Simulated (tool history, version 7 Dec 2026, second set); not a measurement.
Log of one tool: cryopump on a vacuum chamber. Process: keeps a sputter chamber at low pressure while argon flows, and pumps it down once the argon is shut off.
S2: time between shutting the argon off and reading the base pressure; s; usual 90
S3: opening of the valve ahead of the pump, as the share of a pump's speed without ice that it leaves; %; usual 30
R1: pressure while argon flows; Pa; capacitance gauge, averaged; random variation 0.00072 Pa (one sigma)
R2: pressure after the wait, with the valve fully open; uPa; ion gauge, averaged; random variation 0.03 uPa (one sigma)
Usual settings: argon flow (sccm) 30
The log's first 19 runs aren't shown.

{"run": 20, "hour": 458.9, "argon flow (sccm)": 22, "S2": 154, "S3": 20, "R1": 0.1464, "R2": 1.55}
{"run": 21, "hour": 480.6, "argon flow (sccm)": 13, "S2": 139, "S3": 46, "R1": 0.0381, "R2": 1.69}
{"run": 22, "hour": 505.4, "argon flow (sccm)": 13, "S2": 139, "S3": 46, "R1": 0.0395, "R2": 1.73}
{"run": 23, "hour": 524.3, "argon flow (sccm)": 13, "S2": 139, "S3": 46, "R1": 0.0384, "R2": 1.72}
{"run": 24, "hour": 538.8, "argon flow (sccm)": 47, "S2": 166, "S3": 46, "R1": 0.1405, "R2": 1.62}
{"run": 25, "hour": 561.2, "argon flow (sccm)": 33, "S2": 183, "S3": 16, "R1": 0.2734, "R2": 1.56}
{"run": 26, "hour": 590.2, "argon flow (sccm)": 33, "S2": 183, "S3": 16, "R1": 0.2751, "R2": 1.58}
{"run": 27, "hour": 615.3, "argon flow (sccm)": 30, "S2": 216, "S3": 32, "R1": 0.1267, "R2": 1.44}
{"run": 28, "hour": 628.1, "argon flow (sccm)": 17, "S2": 194, "S3": 30, "R1": 0.0773, "R2": 1.54}
{"run": 29, "hour": 646.0, "argon flow (sccm)": 56, "S2": 24, "S3": 42, "R1": 0.1851, "R2": 5.84}
{"run": 30, "hour": 674.3, "argon flow (sccm)": 56, "S2": 24, "S3": 42, "R1": 0.183, "R2": 5.64}
{"run": 31, "hour": 698.3, "argon flow (sccm)": 56, "S2": 24, "S3": 42, "R1": 0.1842, "R2": 5.81}
{"run": 32, "hour": 721.0, "argon flow (sccm)": 56, "S2": 57, "S3": 22, "R1": 0.3413, "R2": 3.04}
{"run": 33, "hour": 746.8, "argon flow (sccm)": 19, "S2": 126, "S3": 19, "R1": 0.1341, "R2": 1.95}
{"run": 34, "hour": 763.5, "argon flow (sccm)": 44, "S2": 32, "S3": 20, "R1": 0.2949, "R2": 4.59}

Forecast each of these 3 alternatives for the next run:
{"run": "A", "hour": 778.1, "argon flow (sccm)": 44, "S2": 45, "S3": 57, "R1": "?", "R2": "?"}
{"run": "B", "hour": 778.1, "argon flow (sccm)": 16, "S2": 113, "S3": 24, "R1": "?", "R2": "?"}
{"run": "C", "hour": 778.1, "argon flow (sccm)": 39, "S2": 108, "S3": 24, "R1": "?", "R2": "?"}

run=A R1=0.1100 R2=3.64
run=B R1=0.0907 R2=2.11
run=C R1=0.2201 R2=2.11
Without the tool's hidden state the same runs would have given:
run=A R1=0.1012 R2=2.79
run=B R1=0.0875 R2=1.27
run=C R1=0.2122 R2=1.28
